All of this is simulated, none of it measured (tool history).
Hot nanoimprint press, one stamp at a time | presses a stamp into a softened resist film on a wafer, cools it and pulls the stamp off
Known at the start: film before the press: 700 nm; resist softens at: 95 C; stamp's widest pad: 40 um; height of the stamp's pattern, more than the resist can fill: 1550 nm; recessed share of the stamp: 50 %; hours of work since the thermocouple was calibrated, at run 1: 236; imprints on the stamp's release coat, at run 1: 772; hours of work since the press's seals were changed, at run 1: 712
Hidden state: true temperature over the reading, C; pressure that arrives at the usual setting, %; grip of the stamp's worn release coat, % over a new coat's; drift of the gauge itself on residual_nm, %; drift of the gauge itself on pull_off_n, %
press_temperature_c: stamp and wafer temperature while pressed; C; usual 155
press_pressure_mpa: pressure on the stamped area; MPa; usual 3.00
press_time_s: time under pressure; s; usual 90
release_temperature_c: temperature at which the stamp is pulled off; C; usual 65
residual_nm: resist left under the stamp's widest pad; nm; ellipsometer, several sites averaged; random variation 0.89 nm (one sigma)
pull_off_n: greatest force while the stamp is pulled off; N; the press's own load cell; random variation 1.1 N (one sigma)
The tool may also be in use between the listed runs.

| run | hour | press_temperature_c | press_pressure_mpa | press_time_s | release_temperature_c | hours of work since the thermocouple was calibrated | imprints on the stamp's release coat | hours of work since the press's seals were changed | residual_nm | pull_off_n |
|---|---|---|---|---|---|---|---|---|---|---|
| 1 | 0.0 | 155 | 3.00 | 90 | 65 | 236 | 772 | 712 | 386.2 | 108 |
| 2 | 32.2 | 155 | 3.00 | 90 | 65 | 255 | 908 | 732 | 387.3 | 110 |
| 3 | 48.2 | 155 | 3.00 | 90 | 65 | 265 | 975 | 742 | 386.8 | 111 |
| 4 | 79.4 | 155 | 3.00 | 90 | 65 | 285 | 1107 | 761 | 383.8 | 112 |
| 5 | 99.8 | 155 | 3.00 | 90 | 65 | 297 | 1193 | 774 | 383.2 | 114 |
|  | 141.3 | plate thermocouple calibrated |
| 6 | 142.0 | 155 | 3.00 | 90 | 65 | 0 | 1358 | 798 | 371.5 | 112 |
| 7 | 162.8 | 155 | 3.00 | 90 | 65 | 13 | 1445 | 811 | 370.0 | 116 |
| 8 | 185.8 | 155 | 3.00 | 90 | 65 | 28 | 1542 | 825 | 369.1 | 112 |
|  | 225.6 | press's hydraulic seals changed and the load cell set to zero |
| 9 | 228.8 | 155 | 3.00 | 90 | 65 | 49 | 1689 | 2 | 355.7 | 115 |
| 10 | 252.5 | 155 | 3.00 | 90 | 65 | 64 | 1789 | 17 | 355.4 | 119 |
| 11 | 277.8 | 155 | 3.00 | 90 | 65 | 80 | 1896 | 32 | 355.7 | 117 |
| 12 | 314.2 | 155 | 3.00 | 90 | 65 | 102 | 2049 | 55 | 354.9 | 119 |
| 13 | 330.2 | 155 | 3.00 | 90 | 65 | 112 | 2116 | 65 | 354.3 | 119 |
|  | 349.2 | plate thermocouple calibrated, once more |
| 14 | 364.9 | 155 | 3.00 | 90 | 65 | 10 | 2250 | 84 | 393.8 | 129 |
|  | 403.9 | stamp cleaned and given a new release coat |
| 15 | 403.9 | 165 | 3.40 | 119 | 65 | 30 | 0 | 105 | 218.0 | 103 |
| 16 | 437.6 | 165 | 3.40 | 119 | 65 | 51 | 142 | 126 | 217.0 | 105 |
| 17 | 470.0 | 165 | 3.40 | 119 | 65 | 71 | 279 | 146 | 216.7 | 105 |
| 18 | 500.8 | 154 | 2.12 | 58 | 56 | 90 | 408 | 165 | 512.6 | 126 |
| 19 | 535.6 | 155 | 2.99 | 90 | 57 | 112 | 555 | 186 | 388.2 | 125 |
| 20 | 554.6 | 143 | 4.52 | 69 | 53 | 123 | 635 | 198 | 547.2 | 133 |
| 21 | 590.1 | 158 | 4.18 | 53 | 65 | 145 | 785 | 220 | 354.5 | 109 |
| 22 | 628.9 | 156 | 3.29 | 72 | 65 | 169 | 948 | 244 | 381.4 | 112 |

The next listed run, before its measurement:
| 23 | 657.4 | 146 | 4.57 | 72 | 65 | 187 | 1068 | 262 | ? | ? |

residual_nm: 489.9 nm
pull_off_n: 113 N
Without the tool's hidden state the same run would have given residual_nm 495.2 nm, pull_off_n 104 N.
